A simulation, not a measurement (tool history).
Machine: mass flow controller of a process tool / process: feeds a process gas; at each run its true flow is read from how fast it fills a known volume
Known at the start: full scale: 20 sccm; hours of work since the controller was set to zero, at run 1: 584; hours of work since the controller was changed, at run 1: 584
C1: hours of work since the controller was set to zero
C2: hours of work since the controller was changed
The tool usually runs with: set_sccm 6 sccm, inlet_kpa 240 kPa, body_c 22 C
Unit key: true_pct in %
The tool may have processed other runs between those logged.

run 1 hour=0 | set_sccm=6 inlet_kpa=240 body_c=22 | C1=584 C2=584 | true_pct=99.35
run 2 hour=152.5 | set_sccm=6 inlet_kpa=240 body_c=22 | C1=664 C2=664 | true_pct=99.34
run 3 hour=257.4 | set_sccm=6 inlet_kpa=200 body_c=22 | C1=719 C2=719 | true_pct=99.49
run 4 hour=483.2 | set_sccm=5 inlet_kpa=240 body_c=22 | C1=838 C2=838 | true_pct=99.36
run 5 hour=662.8 | set_sccm=5 inlet_kpa=192 body_c=22 | C1=932 C2=932 | true_pct=99.57
run 6 hour=872.4 | set_sccm=5 inlet_kpa=192 body_c=22 | C1=1042 C2=1042 | true_pct=99.65
run 7 hour=1084.8 | set_sccm=6 inlet_kpa=240 body_c=22 | C1=1153 C2=1153 | true_pct=99.39
run 8 hour=1287.6 | set_sccm=6 inlet_kpa=240 body_c=22 | C1=1260 C2=1260 | true_pct=99.53
run 9 hour=1515.8 | set_sccm=6 inlet_kpa=240 body_c=22 | C1=1379 C2=1379 | true_pct=99.64
run 10 hour=1676.7 | set_sccm=6 inlet_kpa=240 body_c=22 | C1=1464 C2=1464 | true_pct=99.47
run 11 hour=1856 | set_sccm=6 inlet_kpa=240 body_c=22 | C1=1558 C2=1558 | true_pct=99.55
run 12 hour=1990.7 | set_sccm=3 inlet_kpa=240 body_c=22 | C1=1629 C2=1629 | true_pct=100.13
-- hour=2012.4 controller's zero set anew
run 13 hour=2189.7 | set_sccm=6 inlet_kpa=230 body_c=22 | C1=93 C2=1733 | true_pct=100.1
run 14 hour=2349.9 | set_sccm=6 inlet_kpa=151 body_c=22 | C1=177 C2=1817 | true_pct=100.29
-- hour=2472.5 controller's zero set anew, once more
run 15 hour=2498.3 | set_sccm=4 inlet_kpa=240 body_c=22 | C1=14 C2=1894 | true_pct=98.82
run 16 hour=2694 | set_sccm=6 inlet_kpa=240 body_c=22 | C1=116 C2=1997 | true_pct=98.97
run 17 hour=2801.1 | set_sccm=6 inlet_kpa=240 body_c=22 | C1=172 C2=2053 | true_pct=98.91
run 18 hour=2920.3 | set_sccm=5 inlet_kpa=194 body_c=32 | C1=235 C2=2116 | true_pct=98.14
run 19 hour=3028 | set_sccm=16 inlet_kpa=175 body_c=22 | C1=291 C2=2172 | true_pct=99.6
run 20 hour=3215 | set_sccm=16 inlet_kpa=175 body_c=22 | C1=390 C2=2270 | true_pct=99.58
run 21 hour=3400.1 | set_sccm=3 inlet_kpa=142 body_c=22 | C1=487 C2=2367 | true_pct=99.3
run 22 hour=3557.5 | set_sccm=3 inlet_kpa=142 body_c=22 | C1=569 C2=2450 | true_pct=99.2
run 23 hour=3743.1 | set_sccm=6 inlet_kpa=240 body_c=29 | C1=667 C2=2547 | true_pct=98.49
run 24 hour=3930.6 | set_sccm=13 inlet_kpa=162 body_c=22 | C1=765 C2=2646 | true_pct=99.62
run 25 hour=4032.9 | set_sccm=6 inlet_kpa=240 body_c=20 | C1=819 C2=2699 | true_pct=99.2
run 26 hour=4238.3 | set_sccm=3 inlet_kpa=155 body_c=31 | C1=926 C2=2807 | true_pct=98.69
run 27 hour=4433.4 | set_sccm=6 inlet_kpa=245 body_c=35 | C1=1029 C2=2909 | true_pct=98.12
run 28 hour=4533.7 | set_sccm=2 inlet_kpa=156 body_c=21 | C1=1081 C2=2962 | true_pct=100.13

For each run, the measured value with the value that run would have given without the tool's hidden condition subtracted. The run-to-run variation is shared by both, the gauge scatter possibly not:
Hidden state present: flow at rest that the sensor doesn't see, % of full scale; true flow over the shown one, %; drift of the gauge itself on true_pct, %.
run=1 true_pct=+0.11
run=2 true_pct=+0.12
run=3 true_pct=+0.13
run=4 true_pct=+0.23
run=5 true_pct=+0.26
run=6 true_pct=+0.3
run=7 true_pct=+0.23
run=8 true_pct=+0.26
run=9 true_pct=+0.29
run=10 true_pct=+0.3
run=11 true_pct=+0.32
run=12 true_pct=+1.05
run=13 true_pct=+0.8
run=14 true_pct=+0.82
run=15 true_pct=-0.39
run=16 true_pct=-0.37
run=17 true_pct=-0.36
run=18 true_pct=-0.32
run=19 true_pct=-0.41
run=20 true_pct=-0.42
run=21 true_pct=-0.06
run=22 true_pct=-0.01
run=23 true_pct=-0.25
run=24 true_pct=-0.4
run=25 true_pct=-0.21
run=26 true_pct=+0.21
run=27 true_pct=-0.17
run=28 true_pct=+0.76
